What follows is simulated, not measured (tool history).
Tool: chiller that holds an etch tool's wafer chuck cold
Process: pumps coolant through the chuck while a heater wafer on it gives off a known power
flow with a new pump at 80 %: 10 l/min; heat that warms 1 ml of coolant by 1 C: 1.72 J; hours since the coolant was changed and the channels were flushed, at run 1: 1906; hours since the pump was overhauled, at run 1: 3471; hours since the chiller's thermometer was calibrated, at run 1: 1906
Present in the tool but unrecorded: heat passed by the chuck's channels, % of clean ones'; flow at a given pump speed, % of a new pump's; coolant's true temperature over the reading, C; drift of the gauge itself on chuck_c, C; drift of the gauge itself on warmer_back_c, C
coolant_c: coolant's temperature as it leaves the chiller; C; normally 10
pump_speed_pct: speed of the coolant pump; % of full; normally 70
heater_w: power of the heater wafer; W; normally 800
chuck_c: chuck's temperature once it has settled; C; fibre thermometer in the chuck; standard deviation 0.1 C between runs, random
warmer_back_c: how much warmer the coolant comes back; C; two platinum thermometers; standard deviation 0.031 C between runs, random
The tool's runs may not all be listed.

| run | hour | coolant_c | pump_speed_pct | heater_w | hours since the coolant was changed and the channels were flushed | hours since the pump was overhauled | hours since the chiller's thermometer was calibrated | chuck_c | warmer_back_c |
|---|---|---|---|---|---|---|---|---|---|
| 1 | 0.0 | 10 | 70 | 800 | 1906 | 3471 | 1906 | 19.7 | 3.38 |
| 2 | 234.9 | 10 | 83 | 800 | 2141 | 3706 | 2141 | 18.5 | 2.85 |
| 3 | 442.2 | 10 | 91 | 800 | 2348 | 3913 | 2348 | 17.7 | 2.61 |
|  | 598.4 | chiller's thermometer calibrated |
| 4 | 622.5 | 10 | 91 | 800 | 2528 | 4092 | 24 | 17.7 | 2.63 |
| 5 | 815.8 | 10 | 70 | 506 | 2721 | 4286 | 217 | 16.5 | 2.18 |
| 6 | 920.4 | 10 | 70 | 506 | 2826 | 4390 | 322 | 16.5 | 2.14 |
| 7 | 1141.0 | 10 | 70 | 506 | 3046 | 4611 | 543 | 16.4 | 2.09 |
| 8 | 1248.0 | 10 | 70 | 506 | 3153 | 4718 | 650 | 16.5 | 2.19 |
| 9 | 1379.6 | 2 | 70 | 800 | 3285 | 4850 | 781 | 12.1 | 3.47 |
| 10 | 1591.0 | 2 | 70 | 800 | 3496 | 5061 | 993 | 12.3 | 3.48 |
| 11 | 1767.0 | 10 | 70 | 800 | 3672 | 5237 | 1169 | 20.4 | 3.52 |
| 12 | 1974.6 | 10 | 70 | 800 | 3880 | 5445 | 1376 | 20.4 | 3.52 |
|  | 2028.1 | chiller's thermometer calibrated, once more |
| 13 | 2175.5 | 10 | 70 | 800 | 4080 | 5644 | 147 | 20.9 | 3.49 |
| 14 | 2358.3 | 4 | 70 | 800 | 4262 | 5827 | 330 | 15.0 | 3.52 |
| 15 | 2501.1 | 10 | 70 | 800 | 4405 | 5970 | 473 | 21.0 | 3.52 |
| 16 | 2627.9 | 20 | 70 | 614 | 4532 | 6097 | 600 | 28.5 | 2.68 |
| 17 | 2725.7 | 10 | 90 | 800 | 4630 | 6195 | 698 | 18.9 | 2.77 |
| 18 | 2871.1 | 17 | 90 | 711 | 4775 | 6340 | 843 | 24.8 | 2.43 |
| 19 | 2977.0 | 1 | 64 | 870 | 4881 | 6446 | 949 | 14.2 | 4.26 |
| 20 | 3211.8 | 1 | 64 | 870 | 5116 | 6681 | 1184 | 14.5 | 4.31 |
| 21 | 3425.9 | 1 | 64 | 870 | 5330 | 6895 | 1398 | 14.7 | 4.32 |
| 22 | 3549.4 | 10 | 91 | 1106 | 5454 | 7018 | 1521 | 22.6 | 3.81 |
| 23 | 3702.3 | 12 | 94 | 1131 | 5606 | 7171 | 1674 | 24.6 | 3.83 |
| 24 | 3812.9 | 12 | 94 | 1131 | 5717 | 7282 | 1785 | 24.6 | 3.78 |
| 25 | 4003.6 | 13 | 86 | 473 | 5908 | 7473 | 1976 | 18.7 | 1.76 |
| 26 | 4108.2 | 11 | 61 | 513 | 6012 | 7577 | 2080 | 19.9 | 2.68 |
| 27 | 4253.2 | 11 | 61 | 513 | 6157 | 7722 | 2225 | 19.5 | 2.69 |
|  | 4275.4 | coolant changed, channels flushed |
| 28 | 4429.1 | 11 | 61 | 513 | 154 | 7892 | 2395 | 18.4 | 2.77 |
|  | 4538.4 | chiller's thermometer calibrated |
| 29 | 4632.3 | 10 | 70 | 1105 | 356 | 8094 | 94 | 24.0 | 5.13 |

Here are 5 independent what-if runs from the current tool condition. What would each one return?
| A | 4742.9 | 5 | 71 | 1105 | 467 | 8205 | 205 | ? | ? |
| B | 4742.9 | 15 | 89 | 978 | 467 | 8205 | 205 | ? | ? |
| C | 4742.9 | 15 | 93 | 447 | 467 | 8205 | 205 | ? | ? |
| D | 4742.9 | 10 | 72 | 467 | 467 | 8205 | 205 | ? | ? |
| E | 4742.9 | 1 | 75 | 751 | 467 | 8205 | 205 | ? | ? |

| run | chuck_c | warmer_back_c |
|---|---|---|
| A | 18.9 | 5.06 |
| B | 24.8 | 3.59 |
| C | 19.3 | 1.48 |
| D | 15.8 | 2.06 |
| E | 9.9 | 3.21 |
Without the tool's unlogged condition, the same runs would have read:
| run | chuck_c | warmer_back_c |
|---|---|---|
| A | 16.9 | 4.37 |
| B | 23.4 | 3.11 |
| C | 18.7 | 1.27 |
| D | 15.0 | 1.78 |
| E | 8.7 | 2.77 |
